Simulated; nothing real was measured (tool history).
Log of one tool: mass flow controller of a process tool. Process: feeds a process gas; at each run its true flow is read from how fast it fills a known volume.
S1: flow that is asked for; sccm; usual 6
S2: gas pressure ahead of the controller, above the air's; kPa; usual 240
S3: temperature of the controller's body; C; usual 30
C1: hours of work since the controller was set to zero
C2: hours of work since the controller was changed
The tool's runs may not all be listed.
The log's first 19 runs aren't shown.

run 20 hour=3496.3 | S1=6 S2=240 S3=37 | C1=4674 C2=4674 | true_flow_(%)=101.76
run 21 hour=3716.0 | S1=3 S2=196 S3=37 | C1=4823 C2=4823 | true_flow_(%)=101.51
run 22 hour=3889.4 | S1=3 S2=196 S3=37 | C1=4941 C2=4941 | true_flow_(%)=101.49
run 23 hour=4046.3 | S1=6 S2=233 S3=30 | C1=5047 C2=5047 | true_flow_(%)=101.05
run 24 hour=4207.4 | S1=6 S2=226 S3=30 | C1=5157 C2=5157 | true_flow_(%)=101.06
run 25 hour=4332.7 | S1=6 S2=226 S3=30 | C1=5242 C2=5242 | true_flow_(%)=100.98
run 26 hour=4551.6 | S1=6 S2=218 S3=31 | C1=5390 C2=5390 | true_flow_(%)=101.14
run 27 hour=4687.9 | S1=6 S2=218 S3=31 | C1=5483 C2=5483 | true_flow_(%)=101.14
run 28 hour=4944.7 | S1=8 S2=240 S3=25 | C1=5657 C2=5657 | true_flow_(%)=100.71
-- hour=5065.1 controller exchanged for a calibrated one
run 29 hour=5198.6 | S1=8 S2=240 S3=25 | C1=91 C2=91 | true_flow_(%)=100.71
run 30 hour=5363.9 | S1=5 S2=226 S3=25 | C1=203 C2=203 | true_flow_(%)=100.43
run 31 hour=5545.9 | S1=3 S2=187 S3=27 | C1=327 C2=327 | true_flow_(%)=100.52
run 32 hour=5711.9 | S1=6 S2=240 S3=36 | C1=439 C2=439 | true_flow_(%)=101.87
run 33 hour=5857.3 | S1=6 S2=240 S3=36 | C1=538 C2=538 | true_flow_(%)=102.00
run 34 hour=5984.0 | S1=6 S2=240 S3=36 | C1=624 C2=624 | true_flow_(%)=102.04
run 35 hour=6131.9 | S1=6 S2=240 S3=36 | C1=724 C2=724 | true_flow_(%)=101.94
run 36 hour=6357.2 | S1=6 S2=177 S3=26 | C1=878 C2=878 | true_flow_(%)=100.39
run 37 hour=6531.4 | S1=6 S2=177 S3=26 | C1=996 C2=996 | true_flow_(%)=100.68
-- hour=6571.2 gauge calibrated
run 38 hour=6704.8 | S1=3 S2=240 S3=38 | C1=1114 C2=1114 | true_flow_(%)=101.38
run 39 hour=6947.8 | S1=17 S2=213 S3=36 | C1=1279 C2=1279 | true_flow_(%)=101.25
run 40 hour=7058.4 | S1=5 S2=156 S3=40 | C1=1354 C2=1354 | true_flow_(%)=101.13

3 ways to go on from here, each from the tool as it stands after run 40. What would each give?
run A hour=7303.7 | S1=6 S2=163 S3=33 | C1=1520 C2=1520 | true_flow_(%)=?
run B hour=7303.7 | S1=4 S2=206 S3=40 | C1=1520 C2=1520 | true_flow_(%)=?
run C hour=7303.7 | S1=6 S2=196 S3=23 | C1=1520 C2=1520 | true_flow_(%)=?

run=A true_flow_(%)=100.37
run=B true_flow_(%)=101.32
run=C true_flow_(%)=99.50
Without the tool's hidden state the same runs would have given:
run=A true_flow_(%)=100.27
run=B true_flow_(%)=101.21
run=C true_flow_(%)=99.40
